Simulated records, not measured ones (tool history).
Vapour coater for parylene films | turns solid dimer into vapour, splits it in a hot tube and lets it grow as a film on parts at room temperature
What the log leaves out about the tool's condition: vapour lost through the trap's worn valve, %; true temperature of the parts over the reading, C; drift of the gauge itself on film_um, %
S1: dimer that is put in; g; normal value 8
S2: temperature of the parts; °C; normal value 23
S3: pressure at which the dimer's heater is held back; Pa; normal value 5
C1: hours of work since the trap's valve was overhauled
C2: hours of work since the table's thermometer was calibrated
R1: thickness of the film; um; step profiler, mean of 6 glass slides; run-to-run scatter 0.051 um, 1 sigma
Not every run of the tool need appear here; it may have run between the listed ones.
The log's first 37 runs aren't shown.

run 38 hour=548.8 | S1=8 S2=26 S3=4.68 | C1=165 C2=690 | R1=5.01
run 39 hour=569.8 | S1=8 S2=26 S3=4.68 | C1=180 C2=704 | R1=4.93
run 40 hour=585.3 | S1=8 S2=26 S3=4.68 | C1=190 C2=715 | R1=4.86
run 41 hour=599.7 | S1=4 S2=17 S3=4.61 | C1=200 C2=725 | R1=3.06
run 42 hour=618.8 | S1=4 S2=29 S3=2.33 | C1=214 C2=738 | R1=2.48
run 43 hour=634.2 | S1=4 S2=16 S3=2.33 | C1=225 C2=749 | R1=3.41
run 44 hour=644.8 | S1=9 S2=29 S3=10.62 | C1=232 C2=757 | R1=4.44
run 45 hour=659.4 | S1=9 S2=29 S3=10.62 | C1=242 C2=767 | R1=4.41
run 46 hour=672.3 | S1=9 S2=29 S3=10.62 | C1=251 C2=776 | R1=4.49

Here are 4 independent what-if runs from the current tool condition. What would each one return?
run A hour=691.8 | S1=6 S2=29 S3=10.62 | C1=265 C2=789 | R1=?
run B hour=691.8 | S1=9 S2=18 S3=7.08 | C1=265 C2=789 | R1=?
run C hour=691.8 | S1=8 S2=23 S3=6.52 | C1=265 C2=789 | R1=?
run D hour=691.8 | S1=4 S2=24 S3=5.29 | C1=265 C2=789 | R1=?

run=A R1=2.94
run=B R1=6.23
run=C R1=4.83
run=D R1=2.46
With no hidden state in the tool, these same runs would have given:
run=A R1=3.39
run=B R1=7.19
run=C R1=5.57
run=D R1=2.84
